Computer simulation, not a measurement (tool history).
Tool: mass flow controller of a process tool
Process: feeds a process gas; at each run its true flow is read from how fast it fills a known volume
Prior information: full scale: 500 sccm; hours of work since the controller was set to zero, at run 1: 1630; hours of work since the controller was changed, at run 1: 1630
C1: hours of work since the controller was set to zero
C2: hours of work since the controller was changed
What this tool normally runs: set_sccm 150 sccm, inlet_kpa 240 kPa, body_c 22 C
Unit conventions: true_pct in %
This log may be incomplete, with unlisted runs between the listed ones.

Run 1, day 0: usual settings; C1 1630; C2 1630. Result: true_pct 98.31 %.
Run 2, day 15.55: usual settings but body_c 29 C; C1 1811; C2 1811. Result: true_pct 97.54 %.
Run 3, day 31.446: usual settings; C1 1995; C2 1995. Result: true_pct 97.7 %.
Run 4, day 43.071: usual settings but body_c 23 C; C1 2130; C2 2130. Result: true_pct 97.54 %.
Run 5, day 55.521: usual settings but inlet_kpa 243 kPa; C1 2275; C2 2275. Result: true_pct 97.24 %.
Run 6, day 71.946: usual settings but inlet_kpa 243 kPa; C1 2465; C2 2465. Result: true_pct 97.02 %.
Run 7, day 87.954: usual settings but inlet_kpa 243 kPa; C1 2651; C2 2651. Result: true_pct 96.61 %.
Run 8, day 96.808: usual settings but inlet_kpa 243 kPa; C1 2754; C2 2754. Result: true_pct 96.59 %.
Run 9, day 103.504: usual settings; C1 2831; C2 2831. Result: true_pct 96.4 %.
Run 10, day 113.025: usual settings but inlet_kpa 187 kPa; C1 2942; C2 2942. Result: true_pct 96.11 %.
Run 11, day 128.633: usual settings; C1 3123; C2 3123. Result: true_pct 95.99 %.
At day 135.454: gauge calibrated.
Run 12, day 135.783: usual settings; C1 3206; C2 3206. Result: true_pct 98.38 %.
Run 13, day 149.675: usual settings but inlet_kpa 230 kPa; C1 3367; C2 3367. Result: true_pct 97.96 %.
Run 14, day 157.146: usual settings but body_c 37 C; C1 3454; C2 3454. Result: true_pct 96.58 %.
Run 15, day 169.675: usual settings but body_c 37 C; C1 3599; C2 3599. Result: true_pct 96.45 %.
Run 16, day 185.038: usual settings but set_sccm 57 sccm, body_c 25 C; C1 3778; C2 3778. Result: true_pct 96.59 %.
Run 17, day 196.996: usual settings but set_sccm 57 sccm, body_c 25 C; C1 3916; C2 3916. Result: true_pct 96.36 %.
Run 18, day 205.592: usual settings but set_sccm 57 sccm, body_c 25 C; C1 4016; C2 4016. Result: true_pct 96.37 %.
Run 19, day 220.542: usual settings but set_sccm 115 sccm, inlet_kpa 197 kPa, body_c 33 C; C1 4190; C2 4190. Result: true_pct 95.4 %.
Run 20, day 228.433: usual settings but set_sccm 102 sccm, inlet_kpa 197 kPa, body_c 26 C; C1 4281; C2 4281. Result: true_pct 95.75 %.
Run 21, day 236.354: usual settings but set_sccm 163 sccm, inlet_kpa 248 kPa, body_c 39 C; C1 4373; C2 4373. Result: true_pct 95.1 %.
Run 22, day 243.712: usual settings but set_sccm 77 sccm, inlet_kpa 256 kPa; C1 4459; C2 4459. Result: true_pct 96.01 %.
Run 23, day 256.617: usual settings but set_sccm 77 sccm, inlet_kpa 256 kPa; C1 4608; C2 4608. Result: true_pct 95.7 %.
Run 24, day 264.838: usual settings but set_sccm 238 sccm, inlet_kpa 151 kPa, body_c 21 C; C1 4704; C2 4704. Result: true_pct 96.19 %.
Run 25, day 276.538: usual settings but set_sccm 238 sccm, inlet_kpa 151 kPa, body_c 21 C; C1 4839; C2 4839. Result: true_pct 95.95 %.
Run 26, day 286.271: usual settings but set_sccm 403 sccm, inlet_kpa 254 kPa; C1 4952; C2 4952. Result: true_pct 97.08 %.
At day 298.892: gauge calibrated.
Run 27, day 301.754: usual settings but set_sccm 179 sccm, inlet_kpa 159 kPa, body_c 26 C; C1 5132; C2 5132. Result: true_pct 97.9 %.
Run 28, day 310.012: usual settings but inlet_kpa 160 kPa, body_c 38 C; C1 5228; C2 5228. Result: true_pct 96.33 %.
Run 29, day 320.104: usual settings but inlet_kpa 160 kPa, body_c 38 C; C1 5345; C2 5345. Result: true_pct 96.36 %.

Here are 5 independent what-if runs from the current tool condition. What would each one return?
Run A, day 328.95: usual settings but set_sccm 292 sccm, inlet_kpa 160 kPa, body_c 39 C; C1 5448; C2 5448. Result: true_pct ?.
Run B, day 328.95: usual settings but set_sccm 258 sccm, inlet_kpa 141 kPa, body_c 32 C; C1 5448; C2 5448. Result: true_pct ?.
Run C, day 328.95: usual settings but set_sccm 343 sccm, inlet_kpa 175 kPa, body_c 27 C; C1 5448; C2 5448. Result: true_pct ?.
Run D, day 328.95: usual settings but set_sccm 142 sccm, inlet_kpa 161 kPa, body_c 38 C; C1 5448; C2 5448. Result: true_pct ?.
Run E, day 328.95: usual settings but set_sccm 111 sccm, inlet_kpa 203 kPa, body_c 33 C; C1 5448; C2 5448. Result: true_pct ?.

run  true_pct
  A     96.82
  B     97.16
  C     98.38
  D     96.04
  E     96.53
What these runs would have given with no unlogged condition in the tool:
run  true_pct
  A     97.36
  B     97.71
  C     98.93
  D     96.58
  E     97.06
